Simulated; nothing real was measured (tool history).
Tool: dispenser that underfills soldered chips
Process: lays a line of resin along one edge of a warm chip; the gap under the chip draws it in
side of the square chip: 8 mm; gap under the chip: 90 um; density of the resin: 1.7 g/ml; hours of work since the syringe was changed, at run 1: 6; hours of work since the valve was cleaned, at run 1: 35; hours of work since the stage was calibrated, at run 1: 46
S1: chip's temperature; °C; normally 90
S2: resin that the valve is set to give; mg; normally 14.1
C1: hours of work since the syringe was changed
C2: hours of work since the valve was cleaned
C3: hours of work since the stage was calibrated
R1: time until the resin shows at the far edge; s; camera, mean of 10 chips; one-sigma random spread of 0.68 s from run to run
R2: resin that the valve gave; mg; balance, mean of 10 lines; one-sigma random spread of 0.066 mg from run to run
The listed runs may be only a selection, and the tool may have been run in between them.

| run | hour | S1 | S2 | C1 | C2 | C3 | R1 | R2 |
|---|---|---|---|---|---|---|---|---|
| 1 | 0.0 | 90 | 14.1 | 6 | 35 | 46 | 94.8 | 13.81 |
|  | 3.4 | new syringe of resin |
| 2 | 3.7 | 90 | 14.7 | 0 | 38 | 49 | 62.3 | 14.34 |
| 3 | 8.3 | 90 | 14.7 | 4 | 41 | 52 | 82.2 | 14.35 |
| 4 | 10.7 | 90 | 14.7 | 6 | 43 | 54 | 94.0 | 14.44 |
|  | 14.5 | dispensing valve cleaned and set on the balance |
|  | 15.5 | new syringe of resin |
| 5 | 16.2 | 90 | 14.1 | 1 | 1 | 57 | 62.2 | 14.09 |
| 6 | 20.2 | 90 | 14.1 | 4 | 4 | 60 | 78.5 | 14.04 |
| 7 | 24.7 | 90 | 15.2 | 7 | 8 | 64 | 102.9 | 15.05 |
|  | 26.6 | new syringe of resin |
| 8 | 29.5 | 90 | 15.2 | 2 | 11 | 67 | 70.9 | 14.93 |
| 9 | 31.7 | 90 | 14.1 | 4 | 13 | 69 | 81.5 | 13.99 |
| 10 | 34.9 | 90 | 14.1 | 6 | 15 | 71 | 99.5 | 13.99 |
|  | 37.8 | new syringe of resin |
| 11 | 38.6 | 82 | 14.1 | 1 | 18 | 74 | 88.4 | 13.85 |
| 12 | 41.5 | 82 | 13.8 | 3 | 20 | 76 | 104.1 | 13.63 |
| 13 | 43.6 | 104 | 12.4 | 4 | 22 | 78 | 52.2 | 12.23 |
| 14 | 47.4 | 82 | 16.8 | 7 | 25 | 81 | 143.9 | 16.52 |
|  | 49.0 | new syringe of resin |
| 15 | 50.5 | 92 | 13.2 | 1 | 27 | 83 | 62.0 | 12.99 |
| 16 | 54.0 | 92 | 13.2 | 4 | 29 | 86 | 77.2 | 12.82 |
| 17 | 55.9 | 105 | 12.8 | 5 | 31 | 87 | 52.7 | 12.54 |
|  | 60.0 | new syringe of resin |
| 18 | 60.7 | 105 | 12.8 | 1 | 34 | 90 | 38.0 | 12.44 |
| 19 | 65.3 | 105 | 12.8 | 4 | 38 | 94 | 49.2 | 12.58 |
| 20 | 67.7 | 79 | 12.7 | 6 | 40 | 96 | 151.7 | 12.39 |
| 21 | 69.7 | 79 | 12.7 | 7 | 41 | 97 | 176.6 | 12.26 |

Each row is a separate what-if for the run after 21, all from the same tool condition, not one after another. Results?
|  | 71.2 | new syringe of resin |
| A | 72.5 | 79 | 13.4 | 1 | 43 | 99 | ? | ? |
|  | 71.2 | new syringe of resin |
| B | 72.5 | 98 | 13.4 | 1 | 43 | 99 | ? | ? |
|  | 71.2 | new syringe of resin |
| C | 72.5 | 103 | 14.0 | 1 | 43 | 99 | ? | ? |
|  | 71.2 | new syringe of resin |
| D | 72.5 | 102 | 12.7 | 1 | 43 | 99 | ? | ? |
|  | 71.2 | new syringe of resin |
| E | 72.5 | 92 | 12.3 | 1 | 43 | 99 | ? | ? |

| run | R1 | R2 |
|---|---|---|
| A | 103.0 | 12.92 |
| B | 48.4 | 13.00 |
| C | 39.7 | 13.46 |
| D | 42.4 | 12.36 |
| E | 60.8 | 11.96 |
Without the tool's unlogged condition, the same runs would have read:
| run | R1 | R2 |
|---|---|---|
| A | 97.1 | 13.34 |
| B | 45.5 | 13.41 |
| C | 37.3 | 13.89 |
| D | 39.8 | 12.76 |
| E | 56.9 | 12.34 |
